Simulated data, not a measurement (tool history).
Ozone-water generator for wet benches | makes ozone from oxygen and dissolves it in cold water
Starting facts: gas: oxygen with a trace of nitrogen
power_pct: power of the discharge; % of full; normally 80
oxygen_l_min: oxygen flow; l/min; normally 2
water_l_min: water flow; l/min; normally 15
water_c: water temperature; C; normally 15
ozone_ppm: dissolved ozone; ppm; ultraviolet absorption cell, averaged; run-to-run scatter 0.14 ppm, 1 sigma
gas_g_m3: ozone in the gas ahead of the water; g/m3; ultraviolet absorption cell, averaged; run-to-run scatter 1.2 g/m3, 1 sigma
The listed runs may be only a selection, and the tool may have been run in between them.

run,hour,power_pct,oxygen_l_min,water_l_min,water_c,ozone_ppm,gas_g_m3
1,0,80,2,15,15,16.7,206.9
2,34.8,80,2,15,15,16.7,210.5
3,66.5,80,2,15,15,16.8,207.8
4,137.4,80,2,15,15,16.9,210.5
5,190.6,80,2,15,15,16.8,210.6
6,229.4,80,2,15,15,16.4,211.2
7,289.5,80,2,15,15,16.8,210
8,365.2,80,2,15,15,16.8,209.6
9,416.6,80,2,15,15,16.8,210.4
10,474.3,80,2,15,15,16.7,211.9
11,515.1,80,2,15,15,16.8,214.1
12,576.7,80,2,13,15,19.2,212
13,619.3,80,2.44,15,15,17.9,199.9
14,673.7,80,2,13,8,20.4,212.3
15,724.6,80,2.9,15,15,18.9,186.4
16,789.2,64,1.26,12,7,15.7,213.9
17,825.8,64,1.26,12,7,16,217.7
18,897.1,87,1.26,23,17,8.7,264.6
19,951,87,1.26,23,17,8.8,263.8
20,985.9,87,2.36,15,17,18.3,212
21,1017.6,87,2.36,15,17,18.3,212.2
22,1091.3,83,2.36,13,17,20.3,206
# hour 1098.4: gauge calibrated
23,1145.1,73,2.66,12,15,21.3,178.7
24,1193.5,97,2.66,12,12,26.4,214.7
25,1233.2,51,1.64,14,15,12.4,168.1

Consider 4 possible next runs. They are alternatives, not a sequence: every one starts from the tool as it was left by run 25. What does each give?
A,1272.3,53,1.7,15,15,?,?
B,1272.3,80,2,15,9,?,?
C,1272.3,51,2,10,15,?,?
D,1272.3,80,1.42,15,13,?,?

run,ozone_ppm,gas_g_m3
A,11.9,169.6
B,17.5,210.1
C,18,157.5
D,14.5,235.4
Stripped of hidden state, with their random variation kept, the same runs would have yielded:
run,ozone_ppm,gas_g_m3
A,11.9,168.9
B,17.5,209.2
C,18,156.8
D,14.5,234.4
